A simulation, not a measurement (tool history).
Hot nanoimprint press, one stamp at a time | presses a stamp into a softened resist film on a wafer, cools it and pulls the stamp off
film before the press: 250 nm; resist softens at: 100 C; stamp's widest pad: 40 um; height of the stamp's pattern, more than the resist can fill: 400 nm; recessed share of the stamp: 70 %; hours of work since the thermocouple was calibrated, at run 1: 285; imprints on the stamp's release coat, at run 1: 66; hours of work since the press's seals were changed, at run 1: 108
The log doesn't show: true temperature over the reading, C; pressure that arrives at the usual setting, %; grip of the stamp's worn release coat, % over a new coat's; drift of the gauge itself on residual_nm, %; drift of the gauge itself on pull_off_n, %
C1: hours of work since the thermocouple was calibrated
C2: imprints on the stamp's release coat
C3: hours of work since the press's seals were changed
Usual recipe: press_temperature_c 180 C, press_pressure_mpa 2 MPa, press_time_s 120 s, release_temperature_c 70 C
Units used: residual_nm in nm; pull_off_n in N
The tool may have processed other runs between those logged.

run 1 hour=0 | press_temperature_c=180 press_pressure_mpa=2 press_time_s=120 release_temperature_c=70 | C1=285 C2=66 C3=108 | residual_nm=130.3 pull_off_n=142
run 2 hour=13.3 | press_temperature_c=180 press_pressure_mpa=2 press_time_s=120 release_temperature_c=70 | C1=295 C2=127 C3=119 | residual_nm=130.7 pull_off_n=153
run 3 hour=29.3 | press_temperature_c=180 press_pressure_mpa=2 press_time_s=120 release_temperature_c=70 | C1=307 C2=201 C3=131 | residual_nm=129.7 pull_off_n=151
run 4 hour=54.6 | press_temperature_c=180 press_pressure_mpa=2 press_time_s=120 release_temperature_c=70 | C1=326 C2=317 C3=150 | residual_nm=131.5 pull_off_n=157
run 5 hour=85.4 | press_temperature_c=180 press_pressure_mpa=2 press_time_s=120 release_temperature_c=70 | C1=350 C2=458 C3=173 | residual_nm=132.1 pull_off_n=162
run 6 hour=109.9 | press_temperature_c=180 press_pressure_mpa=2 press_time_s=120 release_temperature_c=70 | C1=368 C2=570 C3=192 | residual_nm=131.7 pull_off_n=167
run 7 hour=122.8 | press_temperature_c=180 press_pressure_mpa=2 press_time_s=120 release_temperature_c=70 | C1=378 C2=630 C3=202 | residual_nm=130.9 pull_off_n=168
run 8 hour=151.4 | press_temperature_c=180 press_pressure_mpa=2 press_time_s=120 release_temperature_c=70 | C1=399 C2=761 C3=223 | residual_nm=133.4 pull_off_n=167
run 9 hour=177 | press_temperature_c=180 press_pressure_mpa=2 press_time_s=120 release_temperature_c=65 | C1=419 C2=879 C3=243 | residual_nm=133.6 pull_off_n=179
-- hour=182.4 plate thermocouple calibrated
run 10 hour=198.7 | press_temperature_c=180 press_pressure_mpa=2 press_time_s=120 release_temperature_c=65 | C1=12 C2=964 C3=257 | residual_nm=133.6 pull_off_n=185
run 11 hour=225.6 | press_temperature_c=180 press_pressure_mpa=2 press_time_s=120 release_temperature_c=70 | C1=33 C2=1088 C3=277 | residual_nm=136.1 pull_off_n=185
run 12 hour=253.6 | press_temperature_c=180 press_pressure_mpa=2 press_time_s=120 release_temperature_c=70 | C1=54 C2=1216 C3=298 | residual_nm=135.2 pull_off_n=188
run 13 hour=284.1 | press_temperature_c=180 press_pressure_mpa=1.54 press_time_s=120 release_temperature_c=70 | C1=77 C2=1356 C3=321 | residual_nm=151.2 pull_off_n=193
run 14 hour=302.4 | press_temperature_c=180 press_pressure_mpa=1.54 press_time_s=120 release_temperature_c=70 | C1=91 C2=1440 C3=335 | residual_nm=152.1 pull_off_n=202
run 15 hour=315.9 | press_temperature_c=180 press_pressure_mpa=2 press_time_s=131 release_temperature_c=70 | C1=101 C2=1503 C3=346 | residual_nm=132.2 pull_off_n=197
run 16 hour=337.5 | press_temperature_c=180 press_pressure_mpa=1.55 press_time_s=140 release_temperature_c=70 | C1=118 C2=1601 C3=362 | residual_nm=145.7 pull_off_n=195
run 17 hour=353.8 | press_temperature_c=180 press_pressure_mpa=2.68 press_time_s=140 release_temperature_c=68 | C1=130 C2=1676 C3=374 | residual_nm=113.5 pull_off_n=206
-- hour=360.4 plate thermocouple calibrated, once more
run 18 hour=380.9 | press_temperature_c=191 press_pressure_mpa=1.76 press_time_s=215 release_temperature_c=73 | C1=16 C2=1787 C3=393 | residual_nm=80.6 pull_off_n=197
run 19 hour=398.6 | press_temperature_c=187 press_pressure_mpa=2.13 press_time_s=120 release_temperature_c=63 | C1=29 C2=1869 C3=406 | residual_nm=102.9 pull_off_n=227
run 20 hour=422.4 | press_temperature_c=187 press_pressure_mpa=2.13 press_time_s=120 release_temperature_c=63 | C1=47 C2=1978 C3=424 | residual_nm=103.1 pull_off_n=219
run 21 hour=445.4 | press_temperature_c=190 press_pressure_mpa=2 press_time_s=120 release_temperature_c=60 | C1=64 C2=2083 C3=441 | residual_nm=97.9 pull_off_n=230
run 22 hour=460.6 | press_temperature_c=180 press_pressure_mpa=1.77 press_time_s=110 release_temperature_c=75 | C1=76 C2=2153 C3=453 | residual_nm=140.2 pull_off_n=213
-- hour=487.5 stamp cleaned and given a new release coat
run 23 hour=495.6 | press_temperature_c=176 press_pressure_mpa=2.29 press_time_s=215 release_temperature_c=69 | C1=98 C2=37 C3=475 | residual_nm=114.3 pull_off_n=151
run 24 hour=519.2 | press_temperature_c=171 press_pressure_mpa=2 press_time_s=82 release_temperature_c=61 | C1=116 C2=145 C3=493 | residual_nm=182.6 pull_off_n=162
run 25 hour=543.1 | press_temperature_c=176 press_pressure_mpa=1.31 press_time_s=132 release_temperature_c=71 | C1=134 C2=255 C3=511 | residual_nm=167.1 pull_off_n=155
-- hour=558.1 press's hydraulic seals changed and the load cell set to zero
run 26 hour=580.5 | press_temperature_c=176 press_pressure_mpa=1.31 press_time_s=132 release_temperature_c=71 | C1=156 C2=390 C3=17 | residual_nm=167.1 pull_off_n=162
run 27 hour=608.1 | press_temperature_c=176 press_pressure_mpa=1.31 press_time_s=166 release_temperature_c=71 | C1=177 C2=517 C3=38 | residual_nm=157.6 pull_off_n=157
run 28 hour=631.5 | press_temperature_c=177 press_pressure_mpa=2 press_time_s=120 release_temperature_c=67 | C1=195 C2=624 C3=56 | residual_nm=140.9 pull_off_n=167
run 29 hour=651.5 | press_temperature_c=175 press_pressure_mpa=2.61 press_time_s=120 release_temperature_c=67 | C1=210 C2=716 C3=71 | residual_nm=132.7 pull_off_n=171

Entry by entry between the runs, the difference in hidden state between the last listed run before and the first listed run after:
In the gap between runs 9 and 10: plate thermocouple calibrated (hour 182.4)
  true temperature over the reading, C: -1.39 -> -1.96; pressure that arrives at the usual setting, %: 98.29 -> 98.19; grip of the stamp's worn release coat, % over a new coat's: 20.3 -> 22.4
  measured less the result without the state, residual_nm: +6.2 -> +8.3 nm; pull_off_n: +31 -> +36 N
In the gap between runs 17 and 18: plate thermocouple calibrated, once more (hour 360.4)
  true temperature over the reading, C: -2.34 -> -0.15; pressure that arrives at the usual setting, %: 97.3 -> 97.15; grip of the stamp's worn release coat, % over a new coat's: 40 -> 42.8
  measured less the result without the state, residual_nm: +9.9 -> +1.5 nm; pull_off_n: +61 -> +59 N
In the gap between runs 22 and 23: stamp cleaned and given a new release coat (hour 487.5)
  true temperature over the reading, C: -0.35 -> -0.42; pressure that arrives at the usual setting, %: 96.68 -> 96.52; grip of the stamp's worn release coat, % over a new coat's: 52.3 -> 0.8
  measured less the result without the state, residual_nm: +3.1 -> +3.8 nm; pull_off_n: +73 -> +2 N
In the gap between runs 25 and 26: press's hydraulic seals changed and the load cell set to zero (hour 558.1)
  true temperature over the reading, C: -0.54 -> -0.62; pressure that arrives at the usual setting, %: 96.24 -> 99.4; grip of the stamp's worn release coat, % over a new coat's: 5.7 -> 8.8
  measured less the result without the state, residual_nm: +3.6 -> +2.7 nm; pull_off_n: +9 -> +14 N
